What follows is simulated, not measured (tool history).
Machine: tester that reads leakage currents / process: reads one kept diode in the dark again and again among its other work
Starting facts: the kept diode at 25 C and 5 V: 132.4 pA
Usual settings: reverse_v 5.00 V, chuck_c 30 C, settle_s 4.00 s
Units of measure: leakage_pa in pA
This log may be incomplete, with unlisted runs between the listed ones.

run 1 hour=0.0 | reverse_v=5.00 chuck_c=30 settle_s=4.00 | leakage_pa=187.73
run 2 hour=197.5 | reverse_v=5.00 chuck_c=30 settle_s=4.00 | leakage_pa=182.50
run 3 hour=453.5 | reverse_v=5.00 chuck_c=30 settle_s=4.00 | leakage_pa=178.67
run 4 hour=573.0 | reverse_v=5.00 chuck_c=30 settle_s=4.00 | leakage_pa=176.11
-- hour=684.5 chuck's temperature calibrated
run 5 hour=699.3 | reverse_v=10.85 chuck_c=30 settle_s=4.00 | leakage_pa=271.19
run 6 hour=908.1 | reverse_v=10.85 chuck_c=30 settle_s=4.00 | leakage_pa=264.46
run 7 hour=1088.6 | reverse_v=2.53 chuck_c=26 settle_s=4.00 | leakage_pa=106.17
-- hour=1105.6 tester calibrated
run 8 hour=1216.5 | reverse_v=2.53 chuck_c=26 settle_s=4.00 | leakage_pa=103.45
run 9 hour=1352.9 | reverse_v=2.53 chuck_c=26 settle_s=4.00 | leakage_pa=101.92
run 10 hour=1572.9 | reverse_v=5.57 chuck_c=29 settle_s=6.63 | leakage_pa=173.59
-- hour=1761.7 tester calibrated, once more
run 11 hour=1823.6 | reverse_v=5.57 chuck_c=29 settle_s=0.35 | leakage_pa=177.56

Here are 5 independent what-if runs from the current tool condition. What would each one return?
run A hour=2025.0 | reverse_v=3.23 chuck_c=30 settle_s=0.81 | leakage_pa=?
run B hour=2025.0 | reverse_v=6.84 chuck_c=33 settle_s=4.00 | leakage_pa=?
run C hour=2025.0 | reverse_v=5.00 chuck_c=50 settle_s=0.44 | leakage_pa=?
run D hour=2025.0 | reverse_v=7.71 chuck_c=54 settle_s=3.13 | leakage_pa=?
run E hour=2025.0 | reverse_v=5.00 chuck_c=21 settle_s=3.45 | leakage_pa=?

run=A leakage_pa=150.36
run=B leakage_pa=257.28
run=C leakage_pa=885.45
run=D leakage_pa=1384.91
run=E leakage_pa=81.79
Without the tool's unlogged condition, the same runs would have read:
run=A leakage_pa=175.72
run=B leakage_pa=298.36
run=C leakage_pa=1030.05
run=D leakage_pa=1606.00
run=E leakage_pa=92.80

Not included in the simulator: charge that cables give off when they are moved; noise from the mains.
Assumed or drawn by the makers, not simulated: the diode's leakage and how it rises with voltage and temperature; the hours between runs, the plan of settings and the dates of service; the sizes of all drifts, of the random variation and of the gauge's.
